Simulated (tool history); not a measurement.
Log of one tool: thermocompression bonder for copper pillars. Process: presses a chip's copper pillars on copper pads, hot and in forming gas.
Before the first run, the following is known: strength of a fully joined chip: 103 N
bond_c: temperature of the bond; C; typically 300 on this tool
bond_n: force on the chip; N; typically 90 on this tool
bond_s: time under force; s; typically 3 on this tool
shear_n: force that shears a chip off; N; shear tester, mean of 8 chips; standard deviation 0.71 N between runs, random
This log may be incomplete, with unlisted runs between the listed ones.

Run 1, hour 0: usual settings. Result: shear_n 45.8 N.
Run 2, hour 18.7: usual settings. Result: shear_n 44.4 N.
Run 3, hour 32.8: usual settings but bond_s 6 s. Result: shear_n 55.5 N.
Run 4, hour 61.4: usual settings but bond_s 6 s. Result: shear_n 56.2 N.
Run 5, hour 82.2: usual settings but bond_s 6 s. Result: shear_n 55.7 N.
At hour 86.1: force cell calibrated.
Run 6, hour 102: usual settings but bond_n 123 N. Result: shear_n 58.6 N.
Run 7, hour 127.1: usual settings but bond_c 299 C, bond_n 123 N. Result: shear_n 56.4 N.
Run 8, hour 158.5: usual settings but bond_c 272 C, bond_n 112 N, bond_s 2 s. Result: shear_n 29.2 N.
Run 9, hour 188.4: usual settings but bond_c 277 C, bond_n 61 N. Result: shear_n 17 N.
At hour 202.7: force cell calibrated, once more.
Run 10, hour 212.4: usual settings but bond_n 88 N. Result: shear_n 41.6 N.
At hour 217: heater calibrated with a thermocouple chip.
Run 11, hour 237.9: usual settings but bond_n 88 N. Result: shear_n 49.1 N.
Run 12, hour 251.4: usual settings but bond_c 330 C. Result: shear_n 67.9 N.

Here are 4 independent what-if runs from the current tool condition. What would each one return?
Run A, hour 278.4: usual settings but bond_c 308 C, bond_n 79 N, bond_s 8 s. Result: shear_n ?.
Run B, hour 278.4: usual settings but bond_s 2 s. Result: shear_n ?.
Run C, hour 278.4: usual settings but bond_c 311 C, bond_n 62 N, bond_s 4 s. Result: shear_n ?.
Run D, hour 278.4: usual settings but bond_n 89 N. Result: shear_n ?.

run  shear_n
  A     64.1
  B     41.1
  C     42.4
  D     47.6
Without the tool's unlogged condition, the same runs would have read:
run  shear_n
  A     66.7
  B     42.9
  C     44.3
  D     49.6
